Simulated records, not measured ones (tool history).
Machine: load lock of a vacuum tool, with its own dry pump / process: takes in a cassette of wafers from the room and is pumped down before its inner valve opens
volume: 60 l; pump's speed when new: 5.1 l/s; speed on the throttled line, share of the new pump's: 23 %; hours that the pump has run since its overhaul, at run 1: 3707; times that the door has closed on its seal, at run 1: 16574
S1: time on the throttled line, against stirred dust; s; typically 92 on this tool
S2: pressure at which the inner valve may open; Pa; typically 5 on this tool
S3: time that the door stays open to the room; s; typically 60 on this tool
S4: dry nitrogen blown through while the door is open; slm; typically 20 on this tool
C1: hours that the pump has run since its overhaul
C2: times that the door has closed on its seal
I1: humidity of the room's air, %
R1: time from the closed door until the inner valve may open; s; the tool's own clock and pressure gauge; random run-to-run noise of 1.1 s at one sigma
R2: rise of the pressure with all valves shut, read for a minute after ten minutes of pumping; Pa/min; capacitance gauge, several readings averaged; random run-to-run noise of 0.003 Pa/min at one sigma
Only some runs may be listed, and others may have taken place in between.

Run 1, hour 0.0: usual settings; C1 3707; C2 16574; I1 46.4. Result: R1 191.6 s, R2 0.099 Pa/min.
Run 2, hour 84.9: usual settings; C1 3792; C2 16915; I1 44.9. Result: R1 190.6 s, R2 0.106 Pa/min.
Run 3, hour 175.9: usual settings; C1 3883; C2 17280; I1 44.3. Result: R1 193.3 s, R2 0.106 Pa/min.
Run 4, hour 258.8: usual settings but S3 48 s; C1 3966; C2 17613; I1 43.8. Result: R1 191.2 s, R2 0.098 Pa/min.
Run 5, hour 352.6: usual settings but S3 48 s; C1 4060; C2 17989; I1 44.7. Result: R1 191.0 s, R2 0.107 Pa/min.
Run 6, hour 399.5: usual settings but S3 48 s; C1 4107; C2 18178; I1 47.0. Result: R1 192.7 s, R2 0.106 Pa/min.
Run 7, hour 481.1: usual settings but S3 136 s; C1 4188; C2 18505; I1 41.1. Result: R1 192.1 s, R2 0.116 Pa/min.
Run 8, hour 583.3: usual settings but S3 81 s; C1 4291; C2 18916; I1 41.5. Result: R1 191.5 s, R2 0.109 Pa/min.

Expected results for the next run?
Run 9, hour 665.8: usual settings but S2 7 Pa, S3 36 s; C1 4373; C2 19247; I1 47.1. Result: R1 ?, R2 ?.

Logged for run 9: R1 186.9 s, R2 0.104 Pa/min.
With no hidden state in the tool, this same run would have given R1 183.4 s, R2 0.035 Pa/min.

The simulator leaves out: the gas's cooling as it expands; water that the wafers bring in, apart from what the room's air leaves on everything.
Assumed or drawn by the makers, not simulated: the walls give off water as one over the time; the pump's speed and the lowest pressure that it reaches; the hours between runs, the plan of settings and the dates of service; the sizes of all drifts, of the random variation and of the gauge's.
